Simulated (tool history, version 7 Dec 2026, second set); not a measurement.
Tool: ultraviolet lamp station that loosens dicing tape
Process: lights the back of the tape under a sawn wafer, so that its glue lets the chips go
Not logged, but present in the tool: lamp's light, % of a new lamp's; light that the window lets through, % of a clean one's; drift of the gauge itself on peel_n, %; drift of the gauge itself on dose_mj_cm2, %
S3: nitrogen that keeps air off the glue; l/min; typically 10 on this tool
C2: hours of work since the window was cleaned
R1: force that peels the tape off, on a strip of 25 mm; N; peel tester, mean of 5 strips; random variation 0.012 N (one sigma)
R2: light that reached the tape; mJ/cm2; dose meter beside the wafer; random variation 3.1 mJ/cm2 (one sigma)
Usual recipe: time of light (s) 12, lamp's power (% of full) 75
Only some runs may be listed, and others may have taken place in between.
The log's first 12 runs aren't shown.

{"run": 13, "hour": 91.1, "time of light (s)": 19, "lamp's power (% of full)": 75, "S3": 10, "hours of work of the lamp": 129, "C2": 9, "R1": 0.3, "R2": 604}
{"run": 14, "hour": 99.8, "time of light (s)": 19, "lamp's power (% of full)": 75, "S3": 10, "hours of work of the lamp": 133, "C2": 13, "R1": 0.292, "R2": 595}
{"run": 15, "hour": 105.3, "time of light (s)": 19, "lamp's power (% of full)": 75, "S3": 10, "hours of work of the lamp": 135, "C2": 15, "R1": 0.304, "R2": 593}
{"run": 16, "hour": 114.7, "time of light (s)": 12, "lamp's power (% of full)": 75, "S3": 3, "hours of work of the lamp": 139, "C2": 19, "R1": 1.659, "R2": 370}
{"hour": 118.9, "done": "window cleaned of glue's vapour, once more"}
{"run": 17, "hour": 125.8, "time of light (s)": 12, "lamp's power (% of full)": 75, "S3": 3, "hours of work of the lamp": 144, "C2": 3, "R1": 1.211, "R2": 440}
{"run": 18, "hour": 135.5, "time of light (s)": 12, "lamp's power (% of full)": 75, "S3": 3, "hours of work of the lamp": 148, "C2": 7, "R1": 1.288, "R2": 442}
{"run": 19, "hour": 142.1, "time of light (s)": 12, "lamp's power (% of full)": 75, "S3": 3, "hours of work of the lamp": 151, "C2": 10, "R1": 1.278, "R2": 438}
{"run": 20, "hour": 149.9, "time of light (s)": 12, "lamp's power (% of full)": 75, "S3": 3, "hours of work of the lamp": 154, "C2": 13, "R1": 1.23, "R2": 437}
{"run": 21, "hour": 155.7, "time of light (s)": 12, "lamp's power (% of full)": 75, "S3": 3, "hours of work of the lamp": 157, "C2": 16, "R1": 1.246, "R2": 438}
{"run": 22, "hour": 160.8, "time of light (s)": 12, "lamp's power (% of full)": 75, "S3": 3, "hours of work of the lamp": 159, "C2": 18, "R1": 1.266, "R2": 435}
{"run": 23, "hour": 169.1, "time of light (s)": 12, "lamp's power (% of full)": 63, "S3": 19, "hours of work of the lamp": 163, "C2": 22, "R1": 0.777, "R2": 369}
{"run": 24, "hour": 176.2, "time of light (s)": 10, "lamp's power (% of full)": 67, "S3": 7, "hours of work of the lamp": 166, "C2": 25, "R1": 1.475, "R2": 324}
{"run": 25, "hour": 185.0, "time of light (s)": 12, "lamp's power (% of full)": 94, "S3": 19, "hours of work of the lamp": 169, "C2": 29, "R1": 0.289, "R2": 541}
{"run": 26, "hour": 195.6, "time of light (s)": 15, "lamp's power (% of full)": 84, "S3": 10, "hours of work of the lamp": 174, "C2": 33, "R1": 0.286, "R2": 602}
{"run": 27, "hour": 202.3, "time of light (s)": 17, "lamp's power (% of full)": 75, "S3": 10, "hours of work of the lamp": 177, "C2": 36, "R1": 0.296, "R2": 614}
{"run": 28, "hour": 206.6, "time of light (s)": 11, "lamp's power (% of full)": 75, "S3": 10, "hours of work of the lamp": 179, "C2": 38, "R1": 0.852, "R2": 391}
{"run": 29, "hour": 216.8, "time of light (s)": 16, "lamp's power (% of full)": 67, "S3": 5, "hours of work of the lamp": 183, "C2": 42, "R1": 0.698, "R2": 507}
{"run": 30, "hour": 227.3, "time of light (s)": 10, "lamp's power (% of full)": 66, "S3": 14, "hours of work of the lamp": 188, "C2": 47, "R1": 1.251, "R2": 315}
{"run": 31, "hour": 233.2, "time of light (s)": 10, "lamp's power (% of full)": 66, "S3": 14, "hours of work of the lamp": 190, "C2": 50, "R1": 1.213, "R2": 308}
{"run": 32, "hour": 237.6, "time of light (s)": 8, "lamp's power (% of full)": 100, "S3": 19, "hours of work of the lamp": 192, "C2": 51, "R1": 0.737, "R2": 376}
{"run": 33, "hour": 245.6, "time of light (s)": 14, "lamp's power (% of full)": 81, "S3": 18, "hours of work of the lamp": 196, "C2": 55, "R1": 0.313, "R2": 537}
{"run": 34, "hour": 251.2, "time of light (s)": 14, "lamp's power (% of full)": 81, "S3": 18, "hours of work of the lamp": 198, "C2": 57, "R1": 0.317, "R2": 530}
{"run": 35, "hour": 256.2, "time of light (s)": 14, "lamp's power (% of full)": 81, "S3": 18, "hours of work of the lamp": 200, "C2": 60, "R1": 0.321, "R2": 535}
{"run": 36, "hour": 261.3, "time of light (s)": 11, "lamp's power (% of full)": 83, "S3": 4, "hours of work of the lamp": 202, "C2": 62, "R1": 1.139, "R2": 427}

Branching from run 36: 5 alternative next runs. What would each branch give?
{"run": "A", "hour": 270.2, "time of light (s)": 11, "lamp's power (% of full)": 80, "S3": 11, "hours of work of the lamp": 206, "C2": 66, "R1": "?", "R2": "?"}
{"run": "B", "hour": 270.2, "time of light (s)": 13, "lamp's power (% of full)": 93, "S3": 16, "hours of work of the lamp": 206, "C2": 66, "R1": "?", "R2": "?"}
{"run": "C", "hour": 270.2, "time of light (s)": 8, "lamp's power (% of full)": 91, "S3": 4, "hours of work of the lamp": 206, "C2": 66, "R1": "?", "R2": "?"}
{"run": "D", "hour": 270.2, "time of light (s)": 17, "lamp's power (% of full)": 74, "S3": 10, "hours of work of the lamp": 206, "C2": 66, "R1": "?", "R2": "?"}
{"run": "E", "hour": 270.2, "time of light (s)": 12, "lamp's power (% of full)": 83, "S3": 11, "hours of work of the lamp": 206, "C2": 66, "R1": "?", "R2": "?"}

run=A R1=0.758 R2=409
run=B R1=0.278 R2=549
run=C R1=1.804 R2=344
run=D R1=0.316 R2=586
run=E R1=0.566 R2=464
With no hidden state in the tool, these same runs would have given:
run=A R1=0.577 R2=457
run=B R1=0.207 R2=615
run=C R1=1.487 R2=385
run=D R1=0.236 R2=656
run=E R1=0.424 R2=519

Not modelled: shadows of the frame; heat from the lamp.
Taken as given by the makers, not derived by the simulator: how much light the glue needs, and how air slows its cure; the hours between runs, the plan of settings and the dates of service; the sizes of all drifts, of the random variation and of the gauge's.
